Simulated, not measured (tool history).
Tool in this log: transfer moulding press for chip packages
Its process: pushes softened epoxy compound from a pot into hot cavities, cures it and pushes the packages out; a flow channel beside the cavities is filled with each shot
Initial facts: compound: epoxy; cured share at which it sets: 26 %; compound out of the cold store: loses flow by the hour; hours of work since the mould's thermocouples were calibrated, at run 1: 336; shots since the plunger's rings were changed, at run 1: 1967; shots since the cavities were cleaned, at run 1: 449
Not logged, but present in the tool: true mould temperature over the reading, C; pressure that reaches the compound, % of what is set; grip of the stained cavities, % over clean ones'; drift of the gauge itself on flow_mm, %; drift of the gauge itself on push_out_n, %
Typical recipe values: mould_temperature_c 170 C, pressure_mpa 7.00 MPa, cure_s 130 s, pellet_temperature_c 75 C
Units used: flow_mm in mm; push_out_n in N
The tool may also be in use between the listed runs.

| run | hour | mould_temperature_c | pressure_mpa | cure_s | pellet_temperature_c | hours of work since the mould's thermocouples were calibrated | shots since the plunger's rings were changed | shots since the cavities were cleaned | incoming compound's hours out of the cold store | flow_mm | push_out_n |
|---|---|---|---|---|---|---|---|---|---|---|---|
| 1 | 0.0 | 170 | 7.00 | 130 | 75 | 336 | 1967 | 449 | 35.7 | 736 | 551 |
| 2 | 25.6 | 170 | 7.00 | 130 | 75 | 352 | 2189 | 671 | 40.2 | 710 | 597 |
| 3 | 47.8 | 170 | 7.00 | 130 | 75 | 365 | 2382 | 864 | 35.6 | 734 | 643 |
|  | 67.6 | cavities cleaned with cleaning compound and waxed |
| 4 | 85.0 | 170 | 7.00 | 130 | 75 | 387 | 2693 | 151 | 29.1 | 770 | 419 |
| 5 | 128.1 | 170 | 7.00 | 130 | 75 | 414 | 3068 | 526 | 39.3 | 710 | 558 |
|  | 153.0 | plunger's sealing rings changed |
| 6 | 167.4 | 170 | 7.00 | 130 | 80 | 436 | 126 | 846 | 24.2 | 814 | 678 |
| 7 | 186.4 | 170 | 7.00 | 130 | 80 | 448 | 291 | 1011 | 14.1 | 882 | 702 |
|  | 190.8 | cavities cleaned with cleaning compound and waxed |
| 8 | 206.7 | 170 | 7.00 | 130 | 80 | 459 | 455 | 139 | 23.3 | 821 | 396 |
| 9 | 247.4 | 170 | 5.70 | 154 | 75 | 484 | 809 | 493 | 33.0 | 684 | 529 |
|  | 283.1 | mould's thermocouples calibrated |
| 10 | 290.4 | 176 | 5.70 | 146 | 68 | 4 | 1166 | 850 | 33.3 | 671 | 603 |
|  | 310.9 | cavities cleaned with cleaning compound and waxed |
| 11 | 310.9 | 170 | 6.34 | 130 | 83 | 16 | 1331 | 0 | 21.9 | 787 | 344 |
| 12 | 340.8 | 170 | 6.34 | 137 | 80 | 34 | 1591 | 260 | 9.1 | 873 | 478 |
| 13 | 381.5 | 170 | 6.34 | 137 | 80 | 59 | 1945 | 614 | 18.6 | 805 | 582 |
| 14 | 412.9 | 170 | 6.34 | 137 | 80 | 79 | 2219 | 888 | 38.6 | 682 | 634 |
|  | 430.8 | cavities cleaned with cleaning compound and waxed |
| 15 | 433.6 | 173 | 6.34 | 164 | 70 | 90 | 2386 | 25 | 46.0 | 639 | 317 |

Below, some changes in flow_mm between adjacent runs. For each, the amount present without the hidden state too (settings, incoming material, random variation) and the amount remaining for the hidden state with gauge scatter not shared by both compared results:
Run 5 -> 6: pellet_temperature_c 75 -> 80, plunger's sealing rings changed. flow_mm +104 mm: hidden state +13, all else +91.
Run 8 -> 9: pressure_mpa 7.00 -> 5.70, cure_s 130 -> 154, pellet_temperature_c 80 -> 75. flow_mm -137 mm: hidden state +0, all else -137.
